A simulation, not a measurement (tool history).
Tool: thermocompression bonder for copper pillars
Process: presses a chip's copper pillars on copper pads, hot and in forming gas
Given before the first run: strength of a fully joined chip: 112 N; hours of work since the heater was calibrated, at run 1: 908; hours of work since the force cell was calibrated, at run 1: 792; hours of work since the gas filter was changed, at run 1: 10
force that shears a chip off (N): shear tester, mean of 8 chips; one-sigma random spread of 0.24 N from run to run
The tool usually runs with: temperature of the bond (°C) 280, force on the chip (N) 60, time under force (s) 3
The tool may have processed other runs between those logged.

run,hour,temperature of the bond (°C),force on the chip (N),time under force (s),hours of work since the heater was calibrated,hours of work since the force cell was calibrated,hours of work since the gas filter was changed,force that shears a chip off (N)
1,0.0,280,60,3,908,792,10,67.2
2,38.1,280,52,3,930,814,32,59.1
3,73.6,280,52,3,951,835,53,58.8
# hour 116.5: heater calibrated with a thermocouple chip
4,126.1,280,60,3,6,864,82,62.7
5,166.7,280,85,3,29,888,106,81.2
6,234.4,280,85,3,68,927,145,81.1
7,283.9,280,60,3,97,956,174,61.7
# hour 318.8: forming gas filter changed
8,336.5,280,60,3,128,986,10,63.3
9,399.9,280,60,3,164,1023,47,63.1
10,454.7,280,43,3,196,1055,79,45.8
# hour 491.2: force cell calibrated
11,505.9,280,43,3,225,9,108,48.1
12,580.1,280,43,3,268,52,151,47.9
13,623.8,280,43,3,294,77,176,47.5
# hour 656.4: forming gas filter changed
14,693.9,280,60,3,334,118,22,66.0
15,746.3,280,60,6,364,148,52,80.5
16,820.0,303,60,3,407,191,95,78.4
17,879.2,303,60,3,442,225,129,78.6
18,941.6,280,60,3,478,261,166,65.6
# hour 990.5: forming gas filter changed
19,1015.2,280,60,3,520,304,14,67.4
20,1074.2,280,60,5,555,338,49,77.3
21,1121.6,282,81,3,582,366,76,83.7
22,1170.6,282,81,3,611,394,105,84.3
23,1212.1,282,81,3,635,418,129,83.2
24,1253.1,282,81,3,659,442,153,83.1
25,1305.2,285,42,3,689,472,183,50.2
# hour 1327.3: forming gas filter changed
26,1346.0,285,57,2,712,496,11,59.4
27,1377.6,285,57,2,731,514,29,59.0
28,1416.7,285,57,2,753,537,52,58.8
29,1451.2,280,60,3,773,557,72,67.1
30,1489.3,280,60,3,796,579,94,67.2
31,1552.8,260,59,3,833,616,131,54.5
32,1600.9,296,78,6,860,644,159,98.8
# hour 1663.9: forming gas filter changed
33,1673.0,301,82,3,902,686,5,94.6
34,1724.9,301,82,3,932,716,35,94.4
35,1758.6,302,82,4,952,735,55,98.9
# hour 1798.2: heater calibrated with a thermocouple chip
36,1798.6,302,82,4,0,757,77,95.5
37,1830.4,269,40,4,19,776,96,41.3
38,1867.2,269,40,4,40,797,117,41.3
39,1926.7,280,73,8,75,832,152,90.7
40,1991.4,280,73,8,112,869,189,91.2

Branching from run 40: 3 alternative next runs. What would each branch give?
# hour 2001.8: forming gas filter changed
A,2026.3,280,38,7,132,889,14,?
# hour 2001.8: forming gas filter changed
B,2026.3,280,62,8,132,889,14,?
# hour 2001.8: forming gas filter changed
C,2026.3,295,60,2,132,889,14,?

run,force that shears a chip off (N)
A,55.4
B,84.9
C,63.6
With no hidden state in the tool, these same runs would have given:
run,force that shears a chip off (N)
A,57.2
B,86.7
C,65.5
